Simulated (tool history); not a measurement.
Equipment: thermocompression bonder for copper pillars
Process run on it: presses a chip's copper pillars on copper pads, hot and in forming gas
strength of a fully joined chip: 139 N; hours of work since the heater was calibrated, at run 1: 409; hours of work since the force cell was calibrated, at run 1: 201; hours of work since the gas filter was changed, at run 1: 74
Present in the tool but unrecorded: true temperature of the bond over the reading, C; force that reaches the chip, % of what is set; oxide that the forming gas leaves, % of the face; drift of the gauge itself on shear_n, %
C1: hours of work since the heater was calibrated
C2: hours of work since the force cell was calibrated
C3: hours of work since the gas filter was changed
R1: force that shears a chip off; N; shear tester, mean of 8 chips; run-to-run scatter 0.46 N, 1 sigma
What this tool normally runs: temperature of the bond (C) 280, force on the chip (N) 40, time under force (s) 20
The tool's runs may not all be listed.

Run 1, hour 0: usual settings; C1 409; C2 201; C3 74. Result: R1 103.3 N.
Run 2, hour 17.6: usual settings; C1 417; C2 209; C3 82. Result: R1 104.1 N.
Run 3, hour 42.3: usual settings; C1 428; C2 220; C3 93. Result: R1 103.4 N.
Run 4, hour 63.9: usual settings; C1 438; C2 230; C3 102. Result: R1 103.2 N.
Run 5, hour 85.8: usual settings but temperature of the bond (C) 260; C1 448; C2 240; C3 112. Result: R1 88.6 N.
Run 6, hour 104.1: usual settings; C1 456; C2 248; C3 120. Result: R1 103.1 N.
Run 7, hour 129.6: usual settings; C1 468; C2 260; C3 132. Result: R1 103.5 N.
Run 8, hour 164.3: usual settings but temperature of the bond (C) 279; C1 483; C2 275; C3 148. Result: R1 103.1 N.
Run 9, hour 184: usual settings but temperature of the bond (C) 275, force on the chip (N) 50, time under force (s) 31; C1 492; C2 284; C3 156. Result: R1 121.1 N.
Run 10, hour 199.6: usual settings but temperature of the bond (C) 275, force on the chip (N) 31, time under force (s) 10; C1 499; C2 291; C3 163. Result: R1 68 N.
At hour 221.2: forming gas filter changed.
Run 11, hour 230.6: usual settings but temperature of the bond (C) 275, force on the chip (N) 55, time under force (s) 39; C1 513; C2 305; C3 4. Result: R1 127.8 N.
Run 12, hour 256.3: usual settings but temperature of the bond (C) 275, force on the chip (N) 55, time under force (s) 18; C1 524; C2 316; C3 16. Result: R1 114.9 N.

Alternative continuations, all from the tool just after run 12; predict every row:
Run A, hour 282.4: usual settings but temperature of the bond (C) 298, force on the chip (N) 55, time under force (s) 18; C1 536; C2 328; C3 28. Result: R1 ?.
Run B, hour 282.4: usual settings but temperature of the bond (C) 256, force on the chip (N) 25, time under force (s) 31; C1 536; C2 328; C3 28. Result: R1 ?.
Run C, hour 282.4: usual settings but temperature of the bond (C) 307; C1 536; C2 328; C3 28. Result: R1 ?.
Run D, hour 282.4: usual settings but time under force (s) 30; C1 536; C2 328; C3 28. Result: R1 ?.

run     R1
  A  125.7
  B   69.5
  C  119.4
  D  112.6
Stripped of hidden state, with their random variation kept, the same runs would have yielded:
run     R1
  A  125.7
  B   69.3
  C  119.3
  D  112.5

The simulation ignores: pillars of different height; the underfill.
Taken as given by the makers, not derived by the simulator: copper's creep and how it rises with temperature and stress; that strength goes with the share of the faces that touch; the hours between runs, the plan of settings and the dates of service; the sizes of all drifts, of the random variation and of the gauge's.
